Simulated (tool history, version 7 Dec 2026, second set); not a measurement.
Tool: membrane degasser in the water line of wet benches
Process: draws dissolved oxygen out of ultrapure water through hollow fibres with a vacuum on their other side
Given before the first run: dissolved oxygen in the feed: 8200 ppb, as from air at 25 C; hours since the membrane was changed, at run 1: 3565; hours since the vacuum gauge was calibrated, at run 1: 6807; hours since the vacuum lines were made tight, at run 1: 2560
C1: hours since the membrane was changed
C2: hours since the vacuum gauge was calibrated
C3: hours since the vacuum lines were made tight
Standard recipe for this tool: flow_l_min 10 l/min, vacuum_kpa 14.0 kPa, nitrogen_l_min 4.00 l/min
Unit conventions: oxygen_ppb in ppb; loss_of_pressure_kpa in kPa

{"run": 1, "day": 0.0, "flow_l_min": 10, "vacuum_kpa": 14.0, "nitrogen_l_min": 4.0, "C1": 3565, "C2": 6807, "C3": 2560, "oxygen_ppb": 69.5, "loss_of_pressure_kpa": 45.68}
{"run": 2, "day": 3.675, "flow_l_min": 10, "vacuum_kpa": 14.0, "nitrogen_l_min": 4.0, "C1": 3653, "C2": 6895, "C3": 2649, "oxygen_ppb": 68.7, "loss_of_pressure_kpa": 45.03}
{"run": 3, "day": 6.558, "flow_l_min": 8, "vacuum_kpa": 14.0, "nitrogen_l_min": 4.0, "C1": 3722, "C2": 6964, "C3": 2718, "oxygen_ppb": 53.9, "loss_of_pressure_kpa": 36.1}
{"run": 4, "day": 8.838, "flow_l_min": 8, "vacuum_kpa": 14.0, "nitrogen_l_min": 4.0, "C1": 3777, "C2": 7019, "C3": 2772, "oxygen_ppb": 55.0, "loss_of_pressure_kpa": 36.69}
{"run": 5, "day": 11.688, "flow_l_min": 8, "vacuum_kpa": 14.0, "nitrogen_l_min": 4.0, "C1": 3845, "C2": 7087, "C3": 2841, "oxygen_ppb": 53.4, "loss_of_pressure_kpa": 36.19}
{"run": 6, "day": 15.25, "flow_l_min": 10, "vacuum_kpa": 14.0, "nitrogen_l_min": 4.0, "C1": 3931, "C2": 7173, "C3": 2926, "oxygen_ppb": 68.8, "loss_of_pressure_kpa": 44.73}
{"run": 7, "day": 18.617, "flow_l_min": 10, "vacuum_kpa": 14.0, "nitrogen_l_min": 4.0, "C1": 4012, "C2": 7254, "C3": 3007, "oxygen_ppb": 69.8, "loss_of_pressure_kpa": 44.84}
{"day": 19.825, "done": "vacuum gauge calibrated"}
{"run": 8, "day": 20.529, "flow_l_min": 10, "vacuum_kpa": 14.0, "nitrogen_l_min": 4.0, "C1": 4057, "C2": 17, "C3": 3053, "oxygen_ppb": 67.5, "loss_of_pressure_kpa": 44.84}
{"run": 9, "day": 23.675, "flow_l_min": 10, "vacuum_kpa": 14.0, "nitrogen_l_min": 4.0, "C1": 4133, "C2": 92, "C3": 3128, "oxygen_ppb": 68.3, "loss_of_pressure_kpa": 44.84}
{"run": 10, "day": 27.196, "flow_l_min": 14, "vacuum_kpa": 32.5, "nitrogen_l_min": 9.51, "C1": 4217, "C2": 177, "C3": 3212, "oxygen_ppb": 117.1, "loss_of_pressure_kpa": 62.63}
{"run": 11, "day": 28.983, "flow_l_min": 8, "vacuum_kpa": 9.8, "nitrogen_l_min": 6.1, "C1": 4260, "C2": 220, "C3": 3255, "oxygen_ppb": 21.8, "loss_of_pressure_kpa": 36.1}
{"run": 12, "day": 31.262, "flow_l_min": 8, "vacuum_kpa": 9.8, "nitrogen_l_min": 6.1, "C1": 4315, "C2": 274, "C3": 3310, "oxygen_ppb": 22.0, "loss_of_pressure_kpa": 36.0}
{"run": 13, "day": 34.571, "flow_l_min": 8, "vacuum_kpa": 9.8, "nitrogen_l_min": 6.1, "C1": 4394, "C2": 354, "C3": 3390, "oxygen_ppb": 21.9, "loss_of_pressure_kpa": 35.82}
{"run": 14, "day": 38.262, "flow_l_min": 10, "vacuum_kpa": 14.0, "nitrogen_l_min": 4.0, "C1": 4483, "C2": 443, "C3": 3478, "oxygen_ppb": 67.4, "loss_of_pressure_kpa": 44.82}
{"run": 15, "day": 41.588, "flow_l_min": 15, "vacuum_kpa": 11.1, "nitrogen_l_min": 4.0, "C1": 4563, "C2": 522, "C3": 3558, "oxygen_ppb": 87.8, "loss_of_pressure_kpa": 67.33}
{"run": 16, "day": 43.558, "flow_l_min": 9, "vacuum_kpa": 23.1, "nitrogen_l_min": 8.21, "C1": 4610, "C2": 570, "C3": 3605, "oxygen_ppb": 54.9, "loss_of_pressure_kpa": 40.25}
{"run": 17, "day": 46.475, "flow_l_min": 7, "vacuum_kpa": 23.1, "nitrogen_l_min": 8.21, "C1": 4680, "C2": 640, "C3": 3675, "oxygen_ppb": 42.9, "loss_of_pressure_kpa": 31.02}
{"run": 18, "day": 48.758, "flow_l_min": 7, "vacuum_kpa": 23.1, "nitrogen_l_min": 8.21, "C1": 4735, "C2": 694, "C3": 3730, "oxygen_ppb": 42.6, "loss_of_pressure_kpa": 31.33}

A few steps of loss_of_pressure_kpa between consecutive runs. Split each: what settings, incoming material and random variation would produce without the hidden state, and what is left over for the hidden state, along with gauge scatter present in only one of the two compared results (measured, and without hidden state):
The hidden state here: membrane still open, %; true pressure behind the membrane over the reading, kPa; air that leaks in behind the membrane, l/min; drift of the gauge itself on oxygen_ppb, %; drift of the gauge itself on loss_of_pressure_kpa, %.
Run 14 -> 15: flow_l_min 10 -> 15, vacuum_kpa 14.0 -> 11.1. loss_of_pressure_kpa +22.51 kPa: hidden state -0.35, all else +22.86.
Run 15 -> 16: flow_l_min 15 -> 9, vacuum_kpa 11.1 -> 23.1, nitrogen_l_min 4.00 -> 8.21. loss_of_pressure_kpa -27.08 kPa: hidden state +0.33, all else -27.41.
